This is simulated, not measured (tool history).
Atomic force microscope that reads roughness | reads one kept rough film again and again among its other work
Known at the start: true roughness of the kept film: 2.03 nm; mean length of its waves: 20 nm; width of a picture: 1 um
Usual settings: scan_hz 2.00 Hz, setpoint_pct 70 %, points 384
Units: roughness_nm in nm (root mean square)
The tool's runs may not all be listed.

run,hour,scan_hz,setpoint_pct,points,roughness_nm
1,0.0,2.00,70,384,1.447
2,18.8,2.00,70,384,1.401
3,32.8,2.00,70,384,1.373
4,42.8,2.00,70,384,1.362
5,58.7,2.00,84,384,1.183
6,73.2,2.00,84,384,1.160
7,92.0,2.00,84,384,1.134
8,104.9,2.00,84,384,1.101
9,115.1,2.00,84,384,1.087
10,124.2,2.00,76,384,1.160
# hour 142.1: new tip fitted
11,142.4,2.00,76,384,1.399
12,161.6,2.00,70,505,1.415
13,178.0,3.60,79,1018,1.153
14,189.8,3.60,79,1018,1.127
15,202.1,3.60,79,1018,1.096
16,216.3,3.60,79,1018,1.087
17,225.7,3.62,77,656,1.092
18,233.7,2.00,62,384,1.335
19,245.5,2.00,62,384,1.303
20,253.7,2.00,62,384,1.288
21,270.0,0.64,70,377,1.310
22,280.8,2.00,84,384,1.064

Forecast each of these 3 alternatives for the next run:
# hour 298.3: new tip fitted
A,298.3,2.00,86,384,?
# hour 298.3: new tip fitted
B,298.3,2.87,84,559,?
# hour 298.3: new tip fitted
C,298.3,1.39,66,799,?

run,roughness_nm
A,1.299
B,1.206
C,1.574
Without the tool's hidden state the same runs would have given:
run,roughness_nm
A,1.302
B,1.208
C,1.577

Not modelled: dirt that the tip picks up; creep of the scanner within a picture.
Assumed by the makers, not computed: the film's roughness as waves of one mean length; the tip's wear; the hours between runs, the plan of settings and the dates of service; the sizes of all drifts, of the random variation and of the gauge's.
